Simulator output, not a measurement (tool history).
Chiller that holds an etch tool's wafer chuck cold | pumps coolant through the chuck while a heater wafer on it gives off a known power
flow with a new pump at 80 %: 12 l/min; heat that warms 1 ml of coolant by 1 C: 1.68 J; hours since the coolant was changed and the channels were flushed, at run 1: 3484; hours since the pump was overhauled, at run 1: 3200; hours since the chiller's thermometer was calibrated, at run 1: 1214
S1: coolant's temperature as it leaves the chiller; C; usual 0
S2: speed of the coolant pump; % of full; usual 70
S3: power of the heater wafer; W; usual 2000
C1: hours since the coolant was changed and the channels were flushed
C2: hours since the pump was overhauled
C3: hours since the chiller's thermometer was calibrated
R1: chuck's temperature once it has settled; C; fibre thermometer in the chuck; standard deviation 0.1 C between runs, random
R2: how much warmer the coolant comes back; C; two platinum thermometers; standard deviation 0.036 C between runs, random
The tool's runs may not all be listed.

run 1 hour=0 | S1=0 S2=70 S3=2000 | C1=3484 C2=3200 C3=1214 | R1=14.5 R2=6.8
run 2 hour=159.5 | S1=0 S2=70 S3=2000 | C1=3643 C2=3359 C3=1374 | R1=14.4 R2=6.92
run 3 hour=248.2 | S1=0 S2=70 S3=2000 | C1=3732 C2=3448 C3=1463 | R1=14.4 R2=6.81
run 4 hour=331.7 | S1=0 S2=70 S3=2000 | C1=3815 C2=3532 C3=1546 | R1=14.2 R2=6.84
run 5 hour=481.7 | S1=0 S2=70 S3=2000 | C1=3965 C2=3681 C3=1696 | R1=14.3 R2=6.83
run 6 hour=610.3 | S1=0 S2=70 S3=2000 | C1=4094 C2=3810 C3=1825 | R1=14.4 R2=6.87
run 7 hour=785.1 | S1=0 S2=70 S3=2000 | C1=4269 C2=3985 C3=2000 | R1=14.3 R2=6.91
run 8 hour=888.3 | S1=0 S2=70 S3=2000 | C1=4372 C2=4088 C3=2103 | R1=14.5 R2=6.95
run 9 hour=1022.8 | S1=0 S2=70 S3=2000 | C1=4506 C2=4223 C3=2237 | R1=14.2 R2=6.93
run 10 hour=1119.6 | S1=0 S2=70 S3=2000 | C1=4603 C2=4319 C3=2334 | R1=14.4 R2=6.94
run 11 hour=1262.9 | S1=-9 S2=70 S3=2000 | C1=4746 C2=4463 C3=2477 | R1=5.3 R2=6.96
run 12 hour=1418.3 | S1=-6 S2=70 S3=2000 | C1=4902 C2=4618 C3=2633 | R1=8.3 R2=6.93
run 13 hour=1600.9 | S1=-6 S2=70 S3=2000 | C1=5084 C2=4801 C3=2815 | R1=8.4 R2=7.03
run 14 hour=1772 | S1=0 S2=70 S3=2000 | C1=5256 C2=4972 C3=2986 | R1=14.5 R2=7
run 15 hour=1847.1 | S1=0 S2=70 S3=2000 | C1=5331 C2=5047 C3=3062 | R1=14.2 R2=7.06
run 16 hour=1945.8 | S1=0 S2=70 S3=2000 | C1=5429 C2=5146 C3=3160 | R1=14.4 R2=7.05
run 17 hour=2046.1 | S1=-8 S2=70 S3=1040 | C1=5530 C2=5246 C3=3261 | R1=-0.6 R2=3.82
run 18 hour=2171.2 | S1=-8 S2=70 S3=1040 | C1=5655 C2=5371 C3=3386 | R1=-0.6 R2=3.8
run 19 hour=2255.9 | S1=-8 S2=70 S3=1152 | C1=5739 C2=5456 C3=3470 | R1=0.3 R2=4.19
run 20 hour=2341 | S1=-8 S2=70 S3=1152 | C1=5825 C2=5541 C3=3555 | R1=0.1 R2=4.18
-- hour=2378.6 chiller's thermometer calibrated
run 21 hour=2495.5 | S1=0 S2=98 S3=2022 | C1=5978 C2=5694 C3=117 | R1=11.3 R2=5.24
run 22 hour=2658.9 | S1=-5 S2=86 S3=1572 | C1=6141 C2=5858 C3=280 | R1=4.6 R2=4.7
run 23 hour=2811.4 | S1=9 S2=60 S3=1983 | C1=6294 C2=6010 C3=433 | R1=24.9 R2=8.28
run 24 hour=2925.3 | S1=7 S2=81 S3=2786 | C1=6408 C2=6124 C3=547 | R1=24.8 R2=8.59
-- hour=3056.6 gauge calibrated
run 25 hour=3067.1 | S1=5 S2=86 S3=2209 | C1=6550 C2=6266 C3=688 | R1=18.5 R2=6.11
run 26 hour=3185.7 | S1=5 S2=76 S3=2000 | C1=6668 C2=6385 C3=807 | R1=18.2 R2=6.32
run 27 hour=3319.9 | S1=5 S2=76 S3=1187 | C1=6803 C2=6519 C3=941 | R1=13 R2=3.73
run 28 hour=3455.8 | S1=2 S2=83 S3=2247 | C1=6938 C2=6655 C3=1077 | R1=16.2 R2=6.43
run 29 hour=3544.7 | S1=0 S2=64 S3=1062 | C1=7027 C2=6744 C3=1166 | R1=8.1 R2=3.98
run 30 hour=3697.1 | S1=0 S2=90 S3=1253 | C1=7180 C2=6896 C3=1318 | R1=7.4 R2=3.41
run 31 hour=3871.6 | S1=-1 S2=72 S3=1352 | C1=7354 C2=7070 C3=1493 | R1=8.5 R2=4.59
run 32 hour=3977.1 | S1=-2 S2=72 S3=1932 | C1=7460 C2=7176 C3=1598 | R1=11.5 R2=6.53

3 ways to go on from here, each from the tool as it stands after run 32. What would each give?
run A hour=4050.8 | S1=-2 S2=99 S3=1932 | C1=7533 C2=7250 C3=1672 | R1=? R2=?
run B hour=4050.8 | S1=1 S2=67 S3=2000 | C1=7533 C2=7250 C3=1672 | R1=? R2=?
run C hour=4050.8 | S1=-1 S2=70 S3=2000 | C1=7533 C2=7250 C3=1672 | R1=? R2=?

run=A R1=8.8 R2=4.75
run=B R1=15.9 R2=7.24
run=C R1=13.3 R2=6.94
The same runs, with their run-to-run variation unchanged, on a tool lacking any hidden condition would have given:
run=A R1=8.8 R2=4.61
run=B R1=15.8 R2=7.1
run=C R1=13.3 R2=6.8
